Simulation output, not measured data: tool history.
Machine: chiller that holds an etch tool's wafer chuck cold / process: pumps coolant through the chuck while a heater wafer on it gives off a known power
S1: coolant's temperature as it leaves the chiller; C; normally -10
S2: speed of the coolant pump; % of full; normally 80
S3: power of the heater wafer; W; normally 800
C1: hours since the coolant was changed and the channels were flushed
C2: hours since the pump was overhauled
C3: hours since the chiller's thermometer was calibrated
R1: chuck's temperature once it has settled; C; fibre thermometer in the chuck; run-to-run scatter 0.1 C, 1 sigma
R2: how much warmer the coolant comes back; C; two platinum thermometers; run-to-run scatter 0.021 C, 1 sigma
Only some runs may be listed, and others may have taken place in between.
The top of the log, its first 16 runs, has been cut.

{"run": 17, "hour": 1097.2, "S1": -6, "S2": 65, "S3": 800, "C1": 4249, "C2": 3760, "C3": 1186, "R1": 4, "R2": 2.64}
{"run": 18, "hour": 1155.8, "S1": -5, "S2": 71, "S3": 401, "C1": 4308, "C2": 3819, "C3": 1244, "R1": -0.2, "R2": 1.22}
{"run": 19, "hour": 1208.5, "S1": -11, "S2": 80, "S3": 500, "C1": 4361, "C2": 3871, "C3": 1297, "R1": -5.4, "R2": 1.35}
{"run": 20, "hour": 1269.0, "S1": -7, "S2": 80, "S3": 620, "C1": 4421, "C2": 3932, "C3": 1358, "R1": -0.1, "R2": 1.67}
{"run": 21, "hour": 1333.8, "S1": -17, "S2": 72, "S3": 800, "C1": 4486, "C2": 3997, "C3": 1423, "R1": -7.8, "R2": 2.37}
{"run": 22, "hour": 1427.1, "S1": -10, "S2": 64, "S3": 484, "C1": 4579, "C2": 4090, "C3": 1516, "R1": -3.7, "R2": 1.66}
{"run": 23, "hour": 1474.8, "S1": -4, "S2": 71, "S3": 1002, "C1": 4627, "C2": 4138, "C3": 1564, "R1": 7.6, "R2": 3.03}
{"run": 24, "hour": 1557.2, "S1": -10, "S2": 80, "S3": 634, "C1": 4709, "C2": 4220, "C3": 1646, "R1": -3.1, "R2": 1.68}
{"run": 25, "hour": 1607.0, "S1": -10, "S2": 80, "S3": 634, "C1": 4759, "C2": 4270, "C3": 1696, "R1": -3, "R2": 1.64}
{"run": 26, "hour": 1663.5, "S1": -10, "S2": 80, "S3": 634, "C1": 4815, "C2": 4326, "C3": 1752, "R1": -3.2, "R2": 1.66}
{"run": 27, "hour": 1724.2, "S1": -10, "S2": 80, "S3": 634, "C1": 4876, "C2": 4387, "C3": 1813, "R1": -3.2, "R2": 1.63}
{"run": 28, "hour": 1804.0, "S1": -8, "S2": 80, "S3": 819, "C1": 4956, "C2": 4467, "C3": 1893, "R1": 1, "R2": 2.13}
{"run": 29, "hour": 1857.9, "S1": -7, "S2": 80, "S3": 1103, "C1": 5010, "C2": 4521, "C3": 1947, "R1": 5, "R2": 2.93}
{"run": 30, "hour": 1901.5, "S1": -19, "S2": 77, "S3": 963, "C1": 5054, "C2": 4564, "C3": 1990, "R1": -8.2, "R2": 2.66}
{"run": 31, "hour": 1972.4, "S1": -19, "S2": 80, "S3": 484, "C1": 5124, "C2": 4635, "C3": 2061, "R1": -13.8, "R2": 1.28}

Below are 4 alternative next runs, each starting from the tool's condition after run 31. Predict each:
{"run": "A", "hour": 2026.0, "S1": -6, "S2": 80, "S3": 938, "C1": 5178, "C2": 4689, "C3": 2115, "R1": "?", "R2": "?"}
{"run": "B", "hour": 2026.0, "S1": -10, "S2": 71, "S3": 800, "C1": 5178, "C2": 4689, "C3": 2115, "R1": "?", "R2": "?"}
{"run": "C", "hour": 2026.0, "S1": -15, "S2": 99, "S3": 548, "C1": 5178, "C2": 4689, "C3": 2115, "R1": "?", "R2": "?"}
{"run": "D", "hour": 2026.0, "S1": -1, "S2": 77, "S3": 556, "C1": 5178, "C2": 4689, "C3": 2115, "R1": "?", "R2": "?"}

run=A R1=4.4 R2=2.48
run=B R1=-0.4 R2=2.41
run=C R1=-9.8 R2=1.16
run=D R1=5.2 R2=1.54
Had the tool no hidden state, the same runs would have come out as:
run=A R1=4.4 R2=2.47
run=B R1=-0.4 R2=2.41
run=C R1=-9.8 R2=1.15
run=D R1=5.2 R2=1.54
